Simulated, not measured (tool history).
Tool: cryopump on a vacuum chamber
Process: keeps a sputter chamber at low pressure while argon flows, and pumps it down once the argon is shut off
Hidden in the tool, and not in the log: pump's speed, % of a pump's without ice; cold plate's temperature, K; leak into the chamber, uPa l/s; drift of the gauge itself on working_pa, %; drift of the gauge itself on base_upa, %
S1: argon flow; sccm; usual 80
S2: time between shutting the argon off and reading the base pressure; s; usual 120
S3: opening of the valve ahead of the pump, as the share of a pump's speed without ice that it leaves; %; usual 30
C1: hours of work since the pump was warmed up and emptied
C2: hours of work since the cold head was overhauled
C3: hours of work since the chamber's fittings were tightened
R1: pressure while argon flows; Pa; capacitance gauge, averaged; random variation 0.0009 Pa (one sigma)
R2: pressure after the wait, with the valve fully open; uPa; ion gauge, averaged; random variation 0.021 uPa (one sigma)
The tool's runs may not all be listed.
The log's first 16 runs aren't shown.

run,hour,S1,S2,S3,C1,C2,C3,R1,R2
17,441.3,80,120,30,974,974,2713,0.2036,1.38
18,477.4,80,120,35,1002,1002,2741,0.1818,1.41
19,507.5,72,274,35,1026,1026,2765,0.1636,1.22
20,544.9,58,66,58,1055,1055,2794,0.0855,1.68
21,563.8,58,120,35,1070,1070,2809,0.1328,1.48
22,601.5,77,199,44,1100,1100,2838,0.1457,1.37
23,620,77,199,44,1114,1114,2853,0.1452,1.33
# hour 634: pump warmed up, emptied and cooled again
24,662,77,199,44,22,1143,2882,0.1227,1.02
25,691.5,77,199,44,45,1166,2905,0.1232,1.01
26,707.7,77,36,21,58,1179,2918,0.2558,1.93
27,725.9,62,120,52,72,1193,2932,0.0849,1.17
28,751.6,159,125,52,92,1214,2952,0.2174,1.16
29,771.5,159,125,52,108,1229,2968,0.2184,1.17
# hour 783.1: leaking fittings of the chamber tightened, without venting
30,801.1,74,125,39,130,1251,14,0.1336,0.48
31,828.4,85,61,34,151,1272,36,0.1758,0.82
32,846.9,85,125,34,165,1287,50,0.1783,0.49
33,880.7,85,125,34,192,1313,77,0.1784,0.49
34,901.9,127,51,30,209,1330,93,0.3029,0.93
35,938.1,79,265,20,237,1358,122,0.2802,0.34

3 ways to go on from here, each from the tool as it stands after run 35. What would each give?
A,966.1,80,265,20,259,1380,144,?,?
B,966.1,72,40,30,259,1380,144,?,?
C,966.1,80,120,19,259,1380,144,?,?

run,R1,R2
A,0.2832,0.34
B,0.1708,1.2
C,0.2968,0.51
Without the tool's hidden state the same runs would have given:
run,R1,R2
A,0.2782,0.27
B,0.1663,1.12
C,0.2919,0.43
